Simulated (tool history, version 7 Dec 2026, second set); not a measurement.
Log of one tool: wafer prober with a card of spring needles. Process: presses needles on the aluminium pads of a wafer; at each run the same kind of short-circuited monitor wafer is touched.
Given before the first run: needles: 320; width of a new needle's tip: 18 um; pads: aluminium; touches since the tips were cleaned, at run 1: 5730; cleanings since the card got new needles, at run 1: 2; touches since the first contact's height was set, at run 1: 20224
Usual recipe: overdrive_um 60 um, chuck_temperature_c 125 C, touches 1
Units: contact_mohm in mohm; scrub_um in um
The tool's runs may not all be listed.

run    hour  overdrive_um  chuck_temperature_c  touches  touches since the tips were cleaned  cleanings since the card got new needles  touches since the first contact's height was set  contact_mohm  scrub_um
  1     0.0            60                  125        1                                 5730                                         2                                             20224           322      8.65
        6.2  -- tips cleaned on abrasive film
       45.3  -- tips cleaned on abrasive film
  2    52.0            60                  125        1                                 1207                                         4                                             29571           293      8.64
  3    82.1            60                  125        1                                 6640                                         4                                             35004           326      8.51
       86.8  -- tips cleaned on abrasive film
      127.5  -- tips cleaned on abrasive film
  4   127.5            60                  125        1                                    0                                         6                                             43168           274      8.59
      165.0  -- tips cleaned on abrasive film
  5   185.4            60                  125        1                                 3683                                         7                                             53593           315      8.52
      202.0  -- tips cleaned on abrasive film
  6   233.5            60                  125        1                                 5674                                         8                                             62253           326      8.48
      245.7  -- tips cleaned on abrasive film
  7   269.4            60                  125        1                                 4262                                         9                                             68707           315      8.45
      286.0  -- tips cleaned on abrasive film
      324.3  -- tips cleaned on abrasive film
  8   340.7            60                  125        1                                 2958                                        11                                             81544           309      8.41
      362.2  -- tips cleaned on abrasive film
  9   393.3            60                   34        1                                 5610                                        12                                             91016           317      8.47
      404.4  -- tips cleaned on abrasive film
 10   435.7            60                   34        1                                 5649                                        13                                             98657           311      8.35
      442.2  -- tips cleaned on abrasive film
 11   470.8            60                   34        1                                 5167                                        14                                            104975           308      8.35
      480.2  -- tips cleaned on abrasive film
 12   516.0            58                   34        1                                 6476                                        15                                            113117           322      8.05
      522.7  -- tips cleaned on abrasive film
      560.9  -- tips cleaned on abrasive film
 13   576.0            58                   34        1                                 2712                                        17                                            123895           294      8.05
      603.2  -- tips cleaned on abrasive film
 14   618.5            58                   34        1                                 2750                                        18                                            131550           300      8.04
      646.5  -- tips cleaned on abrasive film
 15   676.5            58                   34        1                                 5401                                        19                                            141995           321      8.08
      687.2  -- tips cleaned on abrasive film
      697.4  -- height of the first contact set anew
      724.8  -- tips cleaned on abrasive film
 16   744.2            60                  125        1                                 3502                                        21                                              8421           310      8.60
      763.0  -- tips cleaned on abrasive film
      802.1  -- tips cleaned on abrasive film
 17   802.1            60                  125        1                                    0                                        23                                             18842           277      8.53
      839.2  -- tips cleaned on abrasive film
 18   839.2            79                  125        2                                    0                                        24                                             25516           266     11.26
      880.0  -- tips cleaned on abrasive film
 19   894.3            79                  125        2                                 2586                                        25                                             35446           282     11.26
      921.1  -- tips cleaned on abrasive film
 20   948.7            60                   59        2                                 4982                                        26                                             45238           290      8.49
      962.2  -- tips cleaned on abrasive film
      999.6  -- tips cleaned on abrasive film
 21  1022.4            60                   59        2                                 4120                                        28                                             58509           288      8.48
     1042.0  -- tips cleaned on abrasive film
 22  1060.2            60                  125        2                                 3276                                        29                                             65307           297      8.43
     1084.4  -- tips cleaned on abrasive film
     1122.7  -- tips cleaned on abrasive film
 23  1130.9            61                   85        2                                 1479                                        31                                             78024           277      8.64
     1159.8  -- tips cleaned on abrasive film
 24  1168.8            60                  125        2                                 1631                                        32                                             84856           288      8.35
     1197.7  -- tips cleaned on abrasive film
 25  1215.5            67                   43        1                                 3217                                        33                                             93265           282      9.39
     1235.8  -- tips cleaned on abrasive film
     1273.9  -- tips cleaned on abrasive film
 26  1283.4            67                   44        2                                 1722                                        35                                            105485           260      9.41
     1313.1  -- tips cleaned on abrasive film
 27  1331.9            71                   30        1                                 3398                                        36                                            114219           284      9.96
     1352.5  -- tips cleaned on abrasive film
     1389.7  -- tips cleaned on abrasive film
 28  1389.8            66                  125        1                                   22                                        38                                            124624           272      9.25
     1428.0  -- tips cleaned on abrasive film
 29  1434.8            46                   31        2                                 1227                                        39                                            132736           274      6.33
     1467.8  -- tips cleaned on abrasive film
 30  1476.3            46                   31        2                                 1535                                        40                                            140197           285      6.31
     1507.4  -- tips cleaned on abrasive film
     1507.7  -- height of the first contact set anew
 31  1529.1            46                   31        2                                 3856                                        41                                              3856           308      6.60

Alternative continuations, all from the tool just after run 31; predict every row:
     1547.3  -- tips cleaned on abrasive film
  A  1581.6            51                  125        3                                 6194                                        42                                             13319             ?         ?
     1547.3  -- tips cleaned on abrasive film
  B  1581.6            46                   41        3                                 6194                                        42                                             13319             ?         ?
     1547.3  -- tips cleaned on abrasive film
  C  1581.6            46                   31        1                                 6194                                        42                                             13319             ?         ?

run  contact_mohm  scrub_um
  A           307      7.36
  B           298      6.57
  C           378      6.59
With the hidden condition removed and each run's random variation left untouched, the same runs would have given:
run  contact_mohm  scrub_um
  A           273      7.37
  B           252      6.58
  C           251      6.60
